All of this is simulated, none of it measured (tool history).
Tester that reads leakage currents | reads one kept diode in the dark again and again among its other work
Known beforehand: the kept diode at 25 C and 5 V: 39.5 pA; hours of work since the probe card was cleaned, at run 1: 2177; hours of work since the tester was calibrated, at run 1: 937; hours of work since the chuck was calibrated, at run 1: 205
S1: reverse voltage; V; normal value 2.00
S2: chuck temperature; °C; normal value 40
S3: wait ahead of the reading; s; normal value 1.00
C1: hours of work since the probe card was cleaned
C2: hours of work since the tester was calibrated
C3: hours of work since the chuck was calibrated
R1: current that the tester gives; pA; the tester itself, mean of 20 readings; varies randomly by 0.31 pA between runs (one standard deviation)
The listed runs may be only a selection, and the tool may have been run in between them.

{"run": 1, "hour": 0.0, "S1": 2.0, "S2": 40, "S3": 1.0, "C1": 2177, "C2": 937, "C3": 205, "R1": 105.52}
{"run": 2, "hour": 40.0, "S1": 2.0, "S2": 40, "S3": 1.0, "C1": 2196, "C2": 956, "C3": 224, "R1": 104.81}
{"run": 3, "hour": 83.0, "S1": 5.34, "S2": 40, "S3": 1.0, "C1": 2216, "C2": 976, "C3": 244, "R1": 167.96}
{"run": 4, "hour": 112.1, "S1": 5.34, "S2": 40, "S3": 1.0, "C1": 2229, "C2": 989, "C3": 257, "R1": 167.56}
{"run": 5, "hour": 152.7, "S1": 5.34, "S2": 40, "S3": 1.0, "C1": 2248, "C2": 1008, "C3": 276, "R1": 167.25}
{"run": 6, "hour": 197.6, "S1": 1.84, "S2": 40, "S3": 1.0, "C1": 2269, "C2": 1029, "C3": 297, "R1": 100.95}
{"run": 7, "hour": 240.9, "S1": 1.38, "S2": 40, "S3": 1.0, "C1": 2289, "C2": 1049, "C3": 317, "R1": 88.28}
{"run": 8, "hour": 296.0, "S1": 1.38, "S2": 51, "S3": 1.0, "C1": 2314, "C2": 1074, "C3": 342, "R1": 219.55}
{"run": 9, "hour": 358.8, "S1": 2.0, "S2": 24, "S3": 1.0, "C1": 2343, "C2": 1103, "C3": 371, "R1": 26.71}
{"run": 10, "hour": 405.6, "S1": 2.0, "S2": 31, "S3": 1.0, "C1": 2365, "C2": 1125, "C3": 393, "R1": 48.52}
{"run": 11, "hour": 433.1, "S1": 2.0, "S2": 40, "S3": 1.0, "C1": 2378, "C2": 1138, "C3": 406, "R1": 105.21}
{"run": 12, "hour": 476.4, "S1": 2.0, "S2": 40, "S3": 1.0, "C1": 2398, "C2": 1158, "C3": 426, "R1": 104.88}
{"run": 13, "hour": 531.0, "S1": 2.0, "S2": 42, "S3": 1.0, "C1": 2423, "C2": 1183, "C3": 451, "R1": 124.0}
{"run": 14, "hour": 568.7, "S1": 2.0, "S2": 40, "S3": 1.0, "C1": 2440, "C2": 1200, "C3": 468, "R1": 104.81}
{"run": 15, "hour": 596.3, "S1": 15.55, "S2": 37, "S3": 0.32, "C1": 2453, "C2": 1213, "C3": 481, "R1": 234.3}
{"run": 16, "hour": 639.2, "S1": 4.65, "S2": 29, "S3": 1.0, "C1": 2473, "C2": 1233, "C3": 501, "R1": 62.58}
{"run": 17, "hour": 701.8, "S1": 10.09, "S2": 29, "S3": 1.0, "C1": 2502, "C2": 1262, "C3": 530, "R1": 94.29}
{"run": 18, "hour": 762.4, "S1": 2.0, "S2": 40, "S3": 0.55, "C1": 2530, "C2": 1290, "C3": 558, "R1": 106.1}
{"hour": 799.2, "done": "probe card cleaned and baked"}
{"run": 19, "hour": 804.5, "S1": 2.0, "S2": 40, "S3": 0.55, "C1": 2, "C2": 1308, "C3": 576, "R1": 102.31}
{"run": 20, "hour": 851.1, "S1": 1.24, "S2": 21, "S3": 2.87, "C1": 24, "C2": 1330, "C3": 598, "R1": 14.15}
{"run": 21, "hour": 912.5, "S1": 2.0, "S2": 24, "S3": 1.6, "C1": 52, "C2": 1358, "C3": 626, "R1": 23.92}
{"run": 22, "hour": 948.3, "S1": 2.0, "S2": 24, "S3": 1.6, "C1": 69, "C2": 1375, "C3": 643, "R1": 23.91}
{"run": 23, "hour": 983.9, "S1": 9.42, "S2": 36, "S3": 9.72, "C1": 85, "C2": 1391, "C3": 659, "R1": 144.18}
{"run": 24, "hour": 1019.7, "S1": 7.02, "S2": 36, "S3": 9.72, "C1": 102, "C2": 1408, "C3": 676, "R1": 126.92}
{"run": 25, "hour": 1067.4, "S1": 7.02, "S2": 36, "S3": 9.72, "C1": 124, "C2": 1430, "C3": 698, "R1": 126.91}
{"run": 26, "hour": 1133.9, "S1": 8.26, "S2": 33, "S3": 2.42, "C1": 155, "C2": 1460, "C3": 728, "R1": 104.98}
{"run": 27, "hour": 1194.3, "S1": 8.26, "S2": 33, "S3": 2.42, "C1": 183, "C2": 1488, "C3": 756, "R1": 105.4}

Each row is a separate what-if for the run after 27, all from the same tool condition, not one after another. Results?
{"run": "A", "hour": 1238.3, "S1": 8.26, "S2": 51, "S3": 2.42, "C1": 203, "C2": 1509, "C3": 777, "R1": "?"}
{"run": "B", "hour": 1238.3, "S1": 8.26, "S2": 59, "S3": 2.42, "C1": 203, "C2": 1509, "C3": 777, "R1": "?"}
{"run": "C", "hour": 1238.3, "S1": 3.48, "S2": 56, "S3": 4.6, "C1": 203, "C2": 1509, "C3": 777, "R1": "?"}

run=A R1=485.17
run=B R1=914.43
run=C R1=487.71
Had the tool no hidden state, the same runs would have come out as:
run=A R1=489.97
run=B R1=923.54
run=C R1=492.78
